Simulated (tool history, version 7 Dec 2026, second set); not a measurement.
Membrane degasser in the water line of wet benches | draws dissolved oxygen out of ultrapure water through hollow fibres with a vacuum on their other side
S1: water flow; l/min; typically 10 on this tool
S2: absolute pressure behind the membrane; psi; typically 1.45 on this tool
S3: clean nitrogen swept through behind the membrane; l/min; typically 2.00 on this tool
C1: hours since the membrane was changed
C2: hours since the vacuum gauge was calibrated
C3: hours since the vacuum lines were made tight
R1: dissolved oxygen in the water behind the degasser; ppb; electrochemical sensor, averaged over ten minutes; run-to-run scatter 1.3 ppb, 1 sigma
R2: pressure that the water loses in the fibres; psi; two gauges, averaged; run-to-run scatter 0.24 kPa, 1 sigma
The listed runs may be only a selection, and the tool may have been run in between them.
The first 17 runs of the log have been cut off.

| run | hour | S1 | S2 | S3 | C1 | C2 | C3 | R1 | R2 |
|---|---|---|---|---|---|---|---|---|---|
| 18 | 1004.5 | 13 | 0.96 | 1.29 | 1287 | 3064 | 6247 | 205.9 | 11.718 |
| 19 | 1070.5 | 16 | 1.90 | 1.29 | 1353 | 3131 | 6314 | 511.7 | 14.431 |
| 20 | 1120.9 | 8 | 1.39 | 2.00 | 1403 | 3181 | 6364 | 80.5 | 7.245 |
| 21 | 1187.0 | 8 | 1.62 | 1.03 | 1470 | 3247 | 6430 | 168.3 | 7.223 |
| 22 | 1253.3 | 9 | 2.32 | 2.73 | 1536 | 3313 | 6496 | 132.1 | 8.190 |
| 23 | 1301.2 | 11 | 1.10 | 2.02 | 1584 | 3361 | 6544 | 127.2 | 9.926 |
| 24 | 1352.5 | 14 | 1.77 | 0.96 | 1635 | 3413 | 6596 | 451.3 | 12.689 |
| 25 | 1408.2 | 10 | 1.04 | 5.98 | 1691 | 3468 | 6651 | 61.2 | 9.050 |
| 26 | 1442.6 | 13 | 3.15 | 1.81 | 1725 | 3503 | 6686 | 429.8 | 11.776 |
| 27 | 1499.7 | 10 | 1.45 | 1.67 | 1782 | 3560 | 6743 | 146.5 | 9.059 |
| 28 | 1536.1 | 10 | 1.39 | 1.67 | 1819 | 3596 | 6779 | 139.0 | 9.108 |
| 29 | 1585.2 | 11 | 1.39 | 1.67 | 1868 | 3645 | 6828 | 168.2 | 9.973 |
| 30 | 1638.7 | 7 | 0.97 | 4.28 | 1921 | 3699 | 6882 | 22.1 | 6.334 |
| 31 | 1716.0 | 7 | 0.97 | 4.28 | 1998 | 3776 | 6959 | 23.1 | 6.332 |
| 32 | 1750.5 | 7 | 0.97 | 4.28 | 2033 | 3810 | 6993 | 22.0 | 6.335 |
| 33 | 1806.8 | 10 | 1.12 | 5.11 | 2089 | 3867 | 7050 | 67.1 | 9.150 |

Predict each of these 3 candidate next runs independently; none follows another, all start after run 33:
| A | 1849.1 | 14 | 2.25 | 5.11 | 2132 | 3909 | 7092 | ? | ? |
| B | 1849.1 | 8 | 2.51 | 2.29 | 2132 | 3909 | 7092 | ? | ? |
| C | 1849.1 | 10 | 1.12 | 3.85 | 2132 | 3909 | 7092 | ? | ? |

| run | R1 | R2 |
|---|---|---|
| A | 243.3 | 12.665 |
| B | 136.3 | 7.297 |
| C | 75.1 | 9.087 |
With the hidden condition removed and each run's random variation left untouched, the same runs would have given:
| run | R1 | R2 |
|---|---|---|
| A | 234.8 | 12.534 |
| B | 131.4 | 7.221 |
| C | 71.1 | 8.992 |
